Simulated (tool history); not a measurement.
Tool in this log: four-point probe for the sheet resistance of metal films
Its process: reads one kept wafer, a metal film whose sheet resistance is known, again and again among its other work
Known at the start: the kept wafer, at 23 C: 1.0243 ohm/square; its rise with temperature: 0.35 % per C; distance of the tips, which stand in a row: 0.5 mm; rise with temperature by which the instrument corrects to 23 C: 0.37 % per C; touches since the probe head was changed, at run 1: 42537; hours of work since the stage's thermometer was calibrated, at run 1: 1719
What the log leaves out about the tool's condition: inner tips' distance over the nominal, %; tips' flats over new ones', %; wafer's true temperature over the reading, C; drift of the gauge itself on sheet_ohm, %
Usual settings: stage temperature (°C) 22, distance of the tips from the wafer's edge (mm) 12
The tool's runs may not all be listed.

run,hour,stage temperature (°C),distance of the tips from the wafer's edge (mm),touches since the probe head was changed,hours of work since the stage's thermometer was calibrated,sheet resistance as the instrument gives it (ohm/square)
1,0.0,22,12,42537,1719,1.026129
2,59.5,22,12,45897,1761,1.025490
3,124.5,28,12,49564,1808,1.023977
4,180.7,28,16,52742,1849,1.024389
5,242.8,28,16,56242,1893,1.024024
6,273.3,28,16,57966,1915,1.024071
7,332.6,24,12,61316,1958,1.025462
# hour 372.5: stage's thermometer calibrated
8,397.2,24,12,64931,18,1.024940
9,463.8,22,12,68694,66,1.025514
10,510.3,22,12,71319,99,1.025716
11,545.1,22,40,73284,124,1.024893

Expected results for the next run?
12,601.9,29,12,76491,165,?

Logged for run 12: sheet resistance as the instrument gives it (ohm/square) 1.024163.
If the tool had no hidden condition, the same run with the same run-to-run variation would have returned sheet resistance as the instrument gives it (ohm/square) 1.024097.
